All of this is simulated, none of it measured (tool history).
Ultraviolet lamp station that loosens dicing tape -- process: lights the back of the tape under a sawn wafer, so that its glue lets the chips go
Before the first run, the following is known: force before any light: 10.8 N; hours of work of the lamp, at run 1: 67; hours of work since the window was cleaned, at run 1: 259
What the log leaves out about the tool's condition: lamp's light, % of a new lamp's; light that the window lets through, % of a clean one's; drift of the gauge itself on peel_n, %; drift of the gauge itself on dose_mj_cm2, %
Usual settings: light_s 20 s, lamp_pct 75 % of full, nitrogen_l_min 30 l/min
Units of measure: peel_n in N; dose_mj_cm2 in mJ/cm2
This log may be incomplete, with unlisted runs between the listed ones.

| run | hour | light_s | lamp_pct | nitrogen_l_min | hours of work of the lamp | hours of work since the window was cleaned | peel_n | dose_mj_cm2 |
|---|---|---|---|---|---|---|---|---|
| 1 | 0.0 | 20 | 75 | 30 | 67 | 259 | 1.733 | 399 |
| 2 | 8.5 | 20 | 75 | 30 | 72 | 264 | 1.785 | 392 |
| 3 | 13.6 | 20 | 94 | 30 | 75 | 267 | 1.138 | 500 |
| 4 | 21.0 | 20 | 94 | 30 | 79 | 272 | 1.150 | 486 |
| 5 | 27.3 | 20 | 94 | 30 | 83 | 275 | 1.142 | 491 |
| 6 | 38.4 | 20 | 66 | 30 | 89 | 282 | 2.155 | 342 |
| 7 | 47.8 | 20 | 75 | 30 | 95 | 287 | 1.876 | 386 |
| 8 | 57.7 | 20 | 75 | 30 | 101 | 293 | 1.866 | 387 |
| 9 | 69.0 | 20 | 75 | 30 | 108 | 300 | 1.890 | 389 |
| 10 | 79.4 | 20 | 75 | 38 | 114 | 306 | 1.580 | 382 |
| 11 | 86.0 | 20 | 75 | 38 | 118 | 310 | 1.658 | 379 |
| 12 | 93.8 | 20 | 75 | 38 | 122 | 315 | 1.621 | 380 |
| 13 | 105.8 | 26 | 75 | 18 | 129 | 322 | 1.805 | 489 |
|  | 112.0 | window cleaned of glue's vapour |
| 14 | 112.7 | 26 | 75 | 18 | 133 | 0 | 1.293 | 594 |
| 15 | 125.1 | 26 | 75 | 18 | 140 | 8 | 1.227 | 588 |
| 16 | 134.3 | 26 | 75 | 18 | 146 | 13 | 1.286 | 591 |
| 17 | 141.6 | 20 | 87 | 49 | 150 | 17 | 0.649 | 518 |
| 18 | 149.6 | 30 | 72 | 36 | 155 | 22 | 0.548 | 647 |
| 19 | 157.9 | 23 | 98 | 36 | 160 | 27 | 0.491 | 668 |
| 20 | 169.5 | 20 | 74 | 30 | 167 | 34 | 1.417 | 437 |
| 21 | 182.1 | 39 | 78 | 47 | 174 | 41 | 0.197 | 898 |
| 22 | 191.1 | 10 | 96 | 54 | 179 | 47 | 2.204 | 279 |
| 23 | 198.6 | 20 | 70 | 11 | 184 | 51 | 3.243 | 414 |
| 24 | 205.8 | 20 | 70 | 11 | 188 | 55 | 3.251 | 405 |

Below are 4 alternative next runs, each starting from the tool's condition after run 24. Predict each:
| A | 213.2 | 33 | 70 | 11 | 192 | 60 | ? | ? |
| B | 213.2 | 29 | 75 | 30 | 192 | 60 | ? | ? |
| C | 213.2 | 10 | 73 | 12 | 192 | 60 | ? | ? |
| D | 213.2 | 20 | 63 | 43 | 192 | 60 | ? | ? |

| run | peel_n | dose_mj_cm2 |
|---|---|---|
| A | 1.424 | 673 |
| B | 0.641 | 630 |
| C | 5.573 | 211 |
| D | 1.554 | 363 |
With no hidden state in the tool, these same runs would have given:
| run | peel_n | dose_mj_cm2 |
|---|---|---|
| A | 1.233 | 725 |
| B | 0.534 | 678 |
| C | 5.296 | 227 |
| D | 1.352 | 391 |

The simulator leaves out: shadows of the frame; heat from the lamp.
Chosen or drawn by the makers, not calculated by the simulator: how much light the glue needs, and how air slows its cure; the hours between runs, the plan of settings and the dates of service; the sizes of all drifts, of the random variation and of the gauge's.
